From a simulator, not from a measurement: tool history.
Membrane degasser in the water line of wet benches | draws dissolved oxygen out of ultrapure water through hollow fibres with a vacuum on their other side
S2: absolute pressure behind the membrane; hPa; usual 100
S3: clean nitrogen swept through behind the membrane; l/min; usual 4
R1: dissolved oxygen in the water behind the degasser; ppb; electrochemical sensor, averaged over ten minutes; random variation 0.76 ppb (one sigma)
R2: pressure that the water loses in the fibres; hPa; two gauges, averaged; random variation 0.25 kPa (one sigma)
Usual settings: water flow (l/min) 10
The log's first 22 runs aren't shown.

run 23 hour=1566.8 | water_flow_(l/min)=7 S2=202 S3=3.2 | R1=96.6 R2=474.4
run 24 hour=1672 | water_flow_(l/min)=15 S2=98 S3=4 | R1=191 R2=1007.1
run 25 hour=1748.6 | water_flow_(l/min)=15 S2=98 S3=4 | R1=194 R2=1014.7
run 26 hour=1814.5 | water_flow_(l/min)=10 S2=100 S3=4 | R1=69.6 R2=673.1
run 27 hour=1899.6 | water_flow_(l/min)=10 S2=100 S3=4 | R1=69.2 R2=675.1
run 28 hour=1956.8 | water_flow_(l/min)=10 S2=100 S3=4 | R1=68.3 R2=668.5
run 29 hour=2030.8 | water_flow_(l/min)=11 S2=84 S3=4 | R1=77.7 R2=735.1
run 30 hour=2078.5 | water_flow_(l/min)=11 S2=84 S3=4 | R1=77.7 R2=734.6
run 31 hour=2178 | water_flow_(l/min)=10 S2=100 S3=3.55 | R1=77 R2=673.5
run 32 hour=2243.3 | water_flow_(l/min)=10 S2=100 S3=5.82 | R1=57.6 R2=669.1

3 ways to go on from here, each from the tool as it stands after run 32. What would each give?
run A hour=2295.3 | water_flow_(l/min)=10 S2=100 S3=11.4 | R1=? R2=?
run B hour=2295.3 | water_flow_(l/min)=13 S2=84 S3=1.8 | R1=? R2=?
run C hour=2295.3 | water_flow_(l/min)=10 S2=100 S3=4.67 | R1=? R2=?

run=A R1=42.6 R2=669.5
run=B R1=169.3 R2=872
run=C R1=63.7 R2=673.5
Without the tool's hidden state the same runs would have given:
run=A R1=42.5 R2=683.2
run=B R1=169 R2=889.9
run=C R1=63.5 R2=687.3

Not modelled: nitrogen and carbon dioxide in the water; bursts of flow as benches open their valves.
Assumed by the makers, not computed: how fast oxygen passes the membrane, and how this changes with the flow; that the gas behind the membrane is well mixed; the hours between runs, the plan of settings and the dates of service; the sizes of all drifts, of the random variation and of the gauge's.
